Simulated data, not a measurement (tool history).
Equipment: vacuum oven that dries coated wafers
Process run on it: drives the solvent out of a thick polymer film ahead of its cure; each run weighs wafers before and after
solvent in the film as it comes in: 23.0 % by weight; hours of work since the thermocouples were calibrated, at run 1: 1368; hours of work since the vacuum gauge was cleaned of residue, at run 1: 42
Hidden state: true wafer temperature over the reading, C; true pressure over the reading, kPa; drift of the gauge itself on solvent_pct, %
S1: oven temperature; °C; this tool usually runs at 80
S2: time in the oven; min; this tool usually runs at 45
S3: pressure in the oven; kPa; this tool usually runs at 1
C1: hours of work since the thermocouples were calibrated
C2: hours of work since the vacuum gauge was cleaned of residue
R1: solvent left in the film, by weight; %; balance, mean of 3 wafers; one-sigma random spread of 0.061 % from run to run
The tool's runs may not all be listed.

run,day,S1,S2,S3,C1,C2,R1
1,0,80,45,1,1368,42,2.94
2,0.483,80,45,1,1376,51,2.99
3,0.975,80,45,1,1385,59,2.86
4,1.483,80,45,0.58,1394,68,2.56
5,2.108,80,45,0.58,1405,79,2.37
6,2.596,80,45,1,1413,88,3.08
7,3.162,80,77,1,1423,97,1.48
8,3.5,80,45,1,1429,103,2.92
9,3.817,80,62,1,1435,109,1.85
10,4.288,80,62,1,1443,117,1.87
11,4.938,93,62,1,1454,128,0.81
12,5.267,80,45,2.25,1460,134,4.3
13,5.575,67,73,2.88,1465,139,7.38
14,5.862,80,45,1.24,1470,145,3.29
15,6.275,69,45,0.73,1477,152,5.47
16,6.612,69,45,0.73,1483,158,5.47
17,7.212,68,29,0.58,1494,168,8.36
18,7.567,68,61,0.58,1500,174,3.72
19,7.921,83,68,0.67,1506,180,0.98
20,8.508,90,45,1,1516,191,1.31
21,9.004,90,65,1.26,1525,199,1.18
22,9.517,69,46,1.37,1534,208,6.13
23,9.875,69,53,2.17,1540,215,6.67

Below are 5 alternative next runs, each starting from the tool's condition after run 23. Predict each:
A,10.162,93,24,1.04,1545,220,?
B,10.162,76,23,3.52,1545,220,?
C,10.162,72,45,1,1545,220,?
D,10.162,80,45,3.36,1545,220,?
E,10.162,89,79,1.67,1545,220,?

run,R1
A,3.12
B,10.36
C,4.78
D,5.12
E,1.43
Without the tool's hidden state the same runs would have given:
run,R1
A,3.78
B,11.48
C,5.66
D,6.02
E,1.63
